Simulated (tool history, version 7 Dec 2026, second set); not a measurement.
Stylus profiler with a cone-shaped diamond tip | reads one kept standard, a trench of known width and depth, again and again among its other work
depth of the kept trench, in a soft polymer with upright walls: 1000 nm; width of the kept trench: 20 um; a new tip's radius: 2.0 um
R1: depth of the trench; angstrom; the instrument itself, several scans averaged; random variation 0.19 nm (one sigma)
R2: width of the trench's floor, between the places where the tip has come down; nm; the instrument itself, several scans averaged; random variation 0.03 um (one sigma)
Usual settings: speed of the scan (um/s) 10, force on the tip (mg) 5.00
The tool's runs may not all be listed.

Run 1, hour 0.0: usual settings. Result: R1 10158.0 angstrom, R2 15560 nm.
Run 2, hour 9.8: usual settings. Result: R1 10155.0 angstrom, R2 15510 nm.
Run 3, hour 23.7: usual settings. Result: R1 10155.0 angstrom, R2 15540 nm.
Run 4, hour 33.4: usual settings but force on the tip (mg) 13.71. Result: R1 10310.5 angstrom, R2 15560 nm.
Run 5, hour 45.4: usual settings but force on the tip (mg) 13.71. Result: R1 10311.3 angstrom, R2 15520 nm.
Run 6, hour 60.9: usual settings but force on the tip (mg) 13.71. Result: R1 10314.0 angstrom, R2 15480 nm.
Run 7, hour 70.5: usual settings. Result: R1 10155.4 angstrom, R2 15440 nm.
Run 8, hour 77.6: usual settings. Result: R1 10155.0 angstrom, R2 15410 nm.
Run 9, hour 93.3: usual settings. Result: R1 10153.6 angstrom, R2 15400 nm.
Run 10, hour 101.0: usual settings. Result: R1 10152.0 angstrom, R2 15420 nm.
Run 11, hour 116.9: usual settings. Result: R1 10150.3 angstrom, R2 15350 nm.
Run 12, hour 126.3: usual settings. Result: R1 10152.9 angstrom, R2 15340 nm.
Run 13, hour 142.5: usual settings. Result: R1 10152.5 angstrom, R2 15320 nm.
Run 14, hour 154.2: usual settings but force on the tip (mg) 9.69. Result: R1 10243.8 angstrom, R2 15340 nm.
Run 15, hour 162.0: usual settings but force on the tip (mg) 2.78. Result: R1 10099.4 angstrom, R2 15260 nm.
Run 16, hour 169.9: usual settings but force on the tip (mg) 2.78. Result: R1 10097.8 angstrom, R2 15280 nm.
Run 17, hour 180.9: usual settings. Result: R1 10152.2 angstrom, R2 15310 nm.
Run 18, hour 192.1: usual settings. Result: R1 10150.0 angstrom, R2 15200 nm.
Run 19, hour 209.1: usual settings. Result: R1 10149.9 angstrom, R2 15200 nm.
Run 20, hour 218.1: usual settings. Result: R1 10151.8 angstrom, R2 15280 nm.
Run 21, hour 233.5: usual settings. Result: R1 10151.9 angstrom, R2 15250 nm.
Run 22, hour 241.0: usual settings but speed of the scan (um/s) 4. Result: R1 10151.8 angstrom, R2 15190 nm.
Run 23, hour 256.4: usual settings but speed of the scan (um/s) 2. Result: R1 10149.4 angstrom, R2 15180 nm.
Run 24, hour 263.9: usual settings but speed of the scan (um/s) 8, force on the tip (mg) 5.86. Result: R1 10172.0 angstrom, R2 15160 nm.
Run 25, hour 274.6: usual settings but speed of the scan (um/s) 8, force on the tip (mg) 5.86. Result: R1 10170.7 angstrom, R2 15150 nm.
Run 26, hour 282.8: usual settings but speed of the scan (um/s) 8, force on the tip (mg) 2.69. Result: R1 10093.6 angstrom, R2 15110 nm.
Run 27, hour 295.6: usual settings but speed of the scan (um/s) 6, force on the tip (mg) 3.26. Result: R1 10108.1 angstrom, R2 15110 nm.
Run 28, hour 309.6: usual settings but speed of the scan (um/s) 6, force on the tip (mg) 3.26. Result: R1 10109.7 angstrom, R2 15070 nm.
Run 29, hour 319.0: usual settings but speed of the scan (um/s) 36, force on the tip (mg) 3.26. Result: R1 10109.5 angstrom, R2 14960 nm.
Run 30, hour 329.6: usual settings but speed of the scan (um/s) 9, force on the tip (mg) 8.11. Result: R1 10213.7 angstrom, R2 15080 nm.
At hour 330.9: height scale calibrated on a step standard.
Run 31, hour 340.9: usual settings but speed of the scan (um/s) 5, force on the tip (mg) 9.45. Result: R1 10227.8 angstrom, R2 15070 nm.
Run 32, hour 351.3: usual settings but speed of the scan (um/s) 2, force on the tip (mg) 10.35. Result: R1 10244.3 angstrom, R2 15130 nm.
Run 33, hour 366.9: usual settings but speed of the scan (um/s) 2, force on the tip (mg) 10.35. Result: R1 10247.7 angstrom, R2 15000 nm.
Run 34, hour 375.8: usual settings but speed of the scan (um/s) 2, force on the tip (mg) 10.35. Result: R1 10239.5 angstrom, R2 15010 nm.
Run 35, hour 390.9: usual settings but speed of the scan (um/s) 2, force on the tip (mg) 2.78. Result: R1 10090.4 angstrom, R2 14960 nm.
Run 36, hour 403.2: usual settings but speed of the scan (um/s) 24, force on the tip (mg) 2.78. Result: R1 10092.0 angstrom, R2 14950 nm.
At hour 410.5: height scale calibrated on a step standard, once more.
Run 37, hour 419.7: usual settings but speed of the scan (um/s) 9, force on the tip (mg) 11.74. Result: R1 10283.5 angstrom, R2 14950 nm.
Run 38, hour 435.4: usual settings but speed of the scan (um/s) 9, force on the tip (mg) 11.74. Result: R1 10284.5 angstrom, R2 14910 nm.
Run 39, hour 451.3: usual settings but speed of the scan (um/s) 14, force on the tip (mg) 10.15. Result: R1 10258.7 angstrom, R2 14910 nm.
Run 40, hour 463.7: usual settings but speed of the scan (um/s) 33. Result: R1 10159.5 angstrom, R2 14810 nm.
Run 41, hour 481.1: usual settings but speed of the scan (um/s) 11, force on the tip (mg) 2.36. Result: R1 10092.3 angstrom, R2 14800 nm.
Run 42, hour 488.4: usual settings but speed of the scan (um/s) 11, force on the tip (mg) 2.36. Result: R1 10092.3 angstrom, R2 14840 nm.
Run 43, hour 495.9: usual settings but speed of the scan (um/s) 16, force on the tip (mg) 9.56. Result: R1 10247.2 angstrom, R2 14850 nm.
Run 44, hour 512.8: usual settings but speed of the scan (um/s) 16, force on the tip (mg) 9.56. Result: R1 10246.6 angstrom, R2 14790 nm.
Run 45, hour 529.5: usual settings but speed of the scan (um/s) 2, force on the tip (mg) 9.81. Result: R1 10249.1 angstrom, R2 14790 nm.
Run 46, hour 542.4: usual settings but speed of the scan (um/s) 3, force on the tip (mg) 5.87. Result: R1 10174.0 angstrom, R2 14770 nm.

The same runs without the tool's hidden state, with the same run-to-run variation:
The hidden state here: radius of the tip, um; height scale over the true one, %; drift of the gauge itself on depth_nm, %; drift of the gauge itself on floor_um, %.
run       R1     R2
  1  10165.7  16520
  2  10162.9  16480
  3  10163.1  16540
  4  10319.0  16570
  5  10319.9  16550
  6  10322.9  16530
  7  10164.3  16510
  8  10164.1  16490
  9  10163.0  16500
 10  10161.5  16530
 11  10160.1  16490
 12  10162.8  16490
 13  10162.7  16500
 14  10254.3  16540
 15  10109.9  16470
 16  10108.5  16500
 17  10163.1  16550
 18  10161.0  16460
 19  10161.3  16480
 20  10163.3  16570
 21  10163.7  16570
 22  10163.7  16520
 23  10161.6  16530
 24  10184.3  16530
 25  10183.3  16530
 26  10106.2  16500
 27  10120.9  16520
 28  10122.8  16500
 29  10122.7  16400
 30  10227.3  16540
 31  10248.5  16540
 32  10265.3  16620
 33  10269.0  16510
 34  10260.9  16540
 35  10111.7  16510
 36  10113.6  16510
 37  10287.7  16540
 38  10289.0  16520
 39  10263.4  16540
 40  10164.4  16460
 41  10097.5  16470
 42  10097.5  16520
 43  10252.7  16540
 44  10252.4  16500
 45  10255.2  16530
 46  10180.2  16530

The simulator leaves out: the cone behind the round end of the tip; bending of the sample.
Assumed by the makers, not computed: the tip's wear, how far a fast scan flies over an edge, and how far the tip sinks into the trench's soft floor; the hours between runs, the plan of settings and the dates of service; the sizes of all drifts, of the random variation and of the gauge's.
